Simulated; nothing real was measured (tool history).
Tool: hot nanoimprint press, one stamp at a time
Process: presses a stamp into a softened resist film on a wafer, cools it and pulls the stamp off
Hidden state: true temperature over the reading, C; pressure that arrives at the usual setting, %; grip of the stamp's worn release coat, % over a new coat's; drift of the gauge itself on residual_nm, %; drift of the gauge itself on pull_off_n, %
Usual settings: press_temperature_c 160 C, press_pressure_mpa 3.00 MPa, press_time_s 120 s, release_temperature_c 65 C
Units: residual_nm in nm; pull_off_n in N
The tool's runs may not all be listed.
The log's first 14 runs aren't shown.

run,hour,press_temperature_c,press_pressure_mpa,press_time_s,release_temperature_c,hours of work since the thermocouple was calibrated,imprints on the stamp's release coat,hours of work since the press's seals were changed,residual_nm,pull_off_n
# hour 582.7: stamp cleaned and given a new release coat
15,623.8,160,3.00,120,65,558,114,277,113.0,165
# hour 648.2: plate thermocouple calibrated
16,678.8,160,3.00,120,65,15,258,304,108.1,170
17,706.1,161,2.03,120,65,29,334,317,124.9,174
18,771.8,161,2.03,120,65,62,516,350,123.8,171
19,833.0,161,2.03,120,65,93,686,381,125.1,173
# hour 877.2: stamp cleaned and given a new release coat
20,895.7,163,3.00,89,51,121,51,410,103.1,225
21,960.2,163,3.00,89,51,154,230,442,104.1,235
22,1016.7,171,3.00,120,57,182,387,471,63.1,210
23,1076.4,160,2.41,120,65,212,553,501,123.0,173
24,1121.6,160,2.41,192,56,235,678,523,107.4,217
# hour 1169.3: stamp cleaned and given a new release coat
25,1176.0,164,3.00,120,72,259,18,548,92.8,133

Run 26 comes next. What will it give?
26,1215.8,164,3.00,120,72,279,129,568,?,?

{"run 26": {"residual_nm": 92.5, "pull_off_n": 136}}
Without the tool's hidden state the same run would have given residual_nm 87.0 nm, pull_off_n 130 N.
